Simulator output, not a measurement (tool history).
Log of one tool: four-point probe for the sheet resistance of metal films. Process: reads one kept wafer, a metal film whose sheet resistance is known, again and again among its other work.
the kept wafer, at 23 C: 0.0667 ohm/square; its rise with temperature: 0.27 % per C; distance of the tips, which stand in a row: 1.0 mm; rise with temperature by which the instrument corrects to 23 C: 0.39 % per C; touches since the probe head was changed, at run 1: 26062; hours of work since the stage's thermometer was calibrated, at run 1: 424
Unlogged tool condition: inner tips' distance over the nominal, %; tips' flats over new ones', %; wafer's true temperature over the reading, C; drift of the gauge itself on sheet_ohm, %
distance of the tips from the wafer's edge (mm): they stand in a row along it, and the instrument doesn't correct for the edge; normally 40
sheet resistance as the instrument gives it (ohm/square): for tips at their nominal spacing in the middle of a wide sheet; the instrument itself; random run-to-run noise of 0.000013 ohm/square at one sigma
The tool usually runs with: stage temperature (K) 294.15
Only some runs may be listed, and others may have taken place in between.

run   hour  stage temperature (K)  distance of the tips from the wafer's edge (mm)  touches since the probe head was changed  hours of work since the stage's thermometer was calibrated  sheet resistance as the instrument gives it (ohm/square)
  1      0                 294.15                                               40                                     26062                                                         424                                                   0.06693
  2   14.4                 294.15                                               40                                     26923                                                         434                                                  0.066962
  3   29.4                 294.15                                               40                                     27818                                                         445                                                  0.066968
  4     40                 294.15                                               40                                     28451                                                         452                                                  0.066968
  5     49                 294.15                                               40                                     28987                                                         458                                                  0.066961
  6     64                 294.15                                               40                                     29879                                                         468                                                  0.066957
  7   74.5                 294.15                                               40                                     30506                                                         476                                                   0.06694
  8   91.1                 307.15                                               40                                     31500                                                         487                                                   0.06594
  9  105.5                 307.15                                               40                                     32359                                                         497                                                  0.065936
 10  117.6                 307.15                                               37                                     33081                                                         505                                                  0.065926
 11  131.4                 307.15                                               37                                     33902                                                         515                                                   0.06594
 12  143.4                 307.15                                               59                                     34620                                                         523                                                  0.065912
 13  153.7                 307.15                                               59                                     35235                                                         530                                                   0.06595
 14    163                 307.15                                               59                                     35790                                                         537                                                  0.065958
 15  170.3                 307.15                                               59                                     36228                                                         542                                                  0.065915
 16  184.3                 294.15                                               40                                     37060                                                         551                                                  0.066969
 17  193.5                 294.15                                                6                                     37610                                                         558                                                  0.067956
 18  209.9                 294.15                                                6                                     38590                                                         569                                                  0.067931
 19  217.2                 294.15                                                6                                     39023                                                         574                                                  0.067943
 20  232.9                 303.15                                                3                                     39959                                                         585                                                  0.069935
 21    250                 303.15                                                3                                     40981                                                         597                                                  0.069966
 22  261.6                 291.15                                                3                                     41676                                                         605                                                  0.070949
 23  271.9                 292.15                                               12                                     42290                                                         612                                                  0.067361
 24  280.2                 292.15                                               12                                     42781                                                         618                                                  0.067398
 25  288.6                 292.15                                               12                                     43287                                                         623                                                  0.067388
 26  299.7                 294.15                                               20                                     43947                                                         631                                                  0.067059
 27  316.6                 292.15                                                5                                     44956                                                         643                                                  0.068543
 28  326.7                 294.15                                                3                                     45560                                                         650                                                  0.070746
 29    335                 302.15                                               49                                     46053                                                         655                                                  0.066342
 30  345.9                 297.15                                               18                                     46705                                                         663                                                  0.066838
 31  359.2                 297.15                                               18                                     47499                                                         672                                                    0.0668
 32  370.9                 295.15                                               36                                     48197                                                         680                                                  0.066873
 33  381.1                 306.15                                                6                                     48807                                                         687                                                  0.066996
 34    389                 298.15                                               28                                     49278                                                         693                                                  0.066671
 35  399.6                 297.15                                               54                                     49912                                                         700                                                  0.066725
 36  413.6                 297.15                                               54                                     50746                                                         710                                                  0.066727

5 options for the next run, each taken on its own from the tool as it stands now. Forecast them:
  A  422.3                 293.15                                               54                                     51265                                                         716                                                         ?
  B  422.3                 302.15                                               10                                     51265                                                         716                                                         ?
  C  422.3                 303.15                                               46                                     51265                                                         716                                                         ?
  D  422.3                 297.15                                                5                                     51265                                                         716                                                         ?
  E  422.3                 299.15                                               10                                     51265                                                         716                                                         ?

run  sheet resistance as the instrument gives it (ohm/square)
  A                                                   0.06706
  B                                                  0.066681
  C                                                  0.066288
  D                                                  0.068126
  E                                                  0.066925
Without the tool's hidden state the same runs would have given:
run  sheet resistance as the instrument gives it (ohm/square)
  A                                                  0.066952
  B                                                  0.066572
  C                                                   0.06618
  D                                                  0.068016
  E                                                  0.066816

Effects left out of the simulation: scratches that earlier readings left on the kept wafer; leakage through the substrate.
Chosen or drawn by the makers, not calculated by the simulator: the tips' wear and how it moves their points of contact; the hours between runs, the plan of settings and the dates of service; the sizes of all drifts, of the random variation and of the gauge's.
